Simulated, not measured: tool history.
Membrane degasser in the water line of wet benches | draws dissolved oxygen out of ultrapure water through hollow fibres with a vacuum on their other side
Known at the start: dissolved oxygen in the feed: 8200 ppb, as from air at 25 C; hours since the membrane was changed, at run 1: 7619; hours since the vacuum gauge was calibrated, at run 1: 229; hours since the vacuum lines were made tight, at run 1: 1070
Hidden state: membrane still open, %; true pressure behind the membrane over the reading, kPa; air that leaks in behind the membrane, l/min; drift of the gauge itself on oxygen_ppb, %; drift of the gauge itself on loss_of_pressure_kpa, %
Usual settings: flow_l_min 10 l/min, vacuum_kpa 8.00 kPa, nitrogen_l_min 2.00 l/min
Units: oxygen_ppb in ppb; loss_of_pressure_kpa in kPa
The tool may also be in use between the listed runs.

run    hour  flow_l_min  vacuum_kpa  nitrogen_l_min  hours since the membrane was changed  hours since the vacuum gauge was calibrated  hours since the vacuum lines were made tight  oxygen_ppb  loss_of_pressure_kpa
  1     0.0          10        8.00            2.00                                  7619                                          229                                          1070       394.9                 30.21
  2   147.8          10        8.00            1.93                                  7766                                          377                                          1218       398.9                 30.54
  3   257.7           7        8.00            2.00                                  7876                                          487                                          1328       159.1                 21.23
  4   357.4           7        8.00            2.00                                  7976                                          587                                          1427       158.5                 21.86
  5   518.6           7        8.00            2.00                                  8137                                          748                                          1588       163.1                 21.61
  6   663.9           7        8.00            2.00                                  8283                                          893                                          1734       163.5                 21.39
  7   751.6          10        8.00            2.00                                  8370                                          981                                          1821       409.0                 30.37
  8   926.9          10        8.00            2.00                                  8546                                         1156                                          1997       409.8                 30.67
  9  1032.1          10        8.00            2.00                                  8651                                         1261                                          2102       409.9                 30.56
 10  1128.4          10        8.00            1.79                                  8747                                         1358                                          2198       422.7                 30.87
 11  1272.0          10        8.00            1.79                                  8891                                         1501                                          2342       416.0                 30.86
 12  1449.3          10        8.00            2.00                                  9068                                         1679                                          2519       411.2                 31.21
 13  1616.5          10        8.00            1.74                                  9235                                         1846                                          2686       426.3                 31.15
 14  1815.0           8        8.00            2.00                                  9434                                         2044                                          2885       244.4                 24.62
 15  1927.3           8        8.00            2.63                                  9546                                         2157                                          2997       240.6                 25.02
 16  2031.4          10        8.00            2.00                                  9650                                         2261                                          3101       423.1                 31.30
     2040.7  -- vacuum gauge calibrated
 17  2220.5          10        8.00            1.88                                  9839                                          180                                          3290       441.5                 30.98
 18  2394.3           8       10.00            1.84                                 10013                                          354                                          3464       276.3                 25.14
 19  2559.3           8       10.00            1.84                                 10178                                          519                                          3629       282.7                 25.16
 20  2771.3          13        4.96            1.82                                 10389                                          731                                          3841       718.9                 41.26
 21  2972.7           6        5.73            2.52                                 10591                                          932                                          4042        98.0                 18.85
 22  3143.7           7        8.85            2.93                                 10762                                         1103                                          4213       176.2                 22.37
     3266.7  -- vacuum gauge calibrated, once more
 23  3268.8          13       20.00            0.93                                 10887                                            2                                          4338      1151.3                 40.76

The next listed run, before its measurement:
 24  3479.7          13       20.00            0.93                                 11097                                          213                                          4548           ?                     ?

oxygen_ppb: 1146.1 ppb
loss_of_pressure_kpa: 41.16 kPa
Without the tool's hidden state the same run would have given oxygen_ppb 941.4 ppb, loss_of_pressure_kpa 35.74 kPa.
